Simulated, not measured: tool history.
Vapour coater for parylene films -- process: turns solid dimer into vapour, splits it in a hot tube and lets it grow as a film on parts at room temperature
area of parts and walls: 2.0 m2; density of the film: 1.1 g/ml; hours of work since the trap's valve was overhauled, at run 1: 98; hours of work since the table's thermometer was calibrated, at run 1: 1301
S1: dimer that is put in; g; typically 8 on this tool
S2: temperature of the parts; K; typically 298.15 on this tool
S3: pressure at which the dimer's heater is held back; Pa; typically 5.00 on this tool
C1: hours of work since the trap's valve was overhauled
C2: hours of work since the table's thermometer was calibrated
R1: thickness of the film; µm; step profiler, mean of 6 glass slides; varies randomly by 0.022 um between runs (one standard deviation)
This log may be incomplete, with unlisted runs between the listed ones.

run	hour	S1	S2	S3	C1	C2	R1
1	0.0	8	298.15	5.00	98	1301	2.57
2	15.4	8	298.15	5.00	112	1314	2.54
3	32.4	8	298.15	5.00	127	1329	2.52
4	66.7	8	291.15	5.00	157	1360	3.30
5	96.9	8	291.15	5.00	184	1386	3.27
# hour 122.7: trap's valve overhauled
6	122.7	8	298.15	5.00	0	1406	2.58
7	158.7	8	298.15	5.00	32	1437	2.57
8	184.0	8	298.15	5.00	54	1460	2.52
9	217.9	3	298.15	5.00	84	1490	0.96
10	245.8	3	298.15	5.00	109	1514	0.96
11	283.8	8	298.15	5.00	142	1548	2.57
12	300.7	8	298.15	6.42	157	1563	2.51
13	324.3	8	298.15	6.42	178	1584	2.48
14	346.7	8	298.15	5.71	198	1604	2.54
# hour 357.2: trap's valve overhauled
15	372.6	7	304.15	4.55	14	1623	1.82
16	397.0	9	298.15	3.54	35	1645	2.99
17	434.0	9	298.15	3.54	68	1677	3.01
18	465.7	12	302.15	3.53	96	1706	3.42
19	497.7	5	294.15	3.24	124	1734	1.96
20	535.7	5	294.15	3.24	158	1767	1.94
21	562.8	5	294.15	3.24	182	1791	1.96
# hour 590.9: trap's valve overhauled
22	601.9	5	294.15	2.92	10	1822	1.99
23	622.9	10	295.15	5.35	28	1841	3.54
24	641.3	10	295.15	5.35	45	1857	3.54
25	656.8	8	298.15	5.36	58	1871	2.53
26	680.2	4	298.15	5.00	79	1892	1.28

Entry by entry between the runs, the difference in hidden state between the last listed run before and the first listed run after:
Between runs 5 and 6: trap's valve overhauled (hour 122.7)
  vapour lost through the trap's worn valve, %: 0.3 -> 0
Between runs 14 and 15: trap's valve overhauled (hour 357.2)
  vapour lost through the trap's worn valve, %: 0.4 -> 0
Between runs 21 and 22: trap's valve overhauled (hour 590.9)
  vapour lost through the trap's worn valve, %: 0.4 -> 0
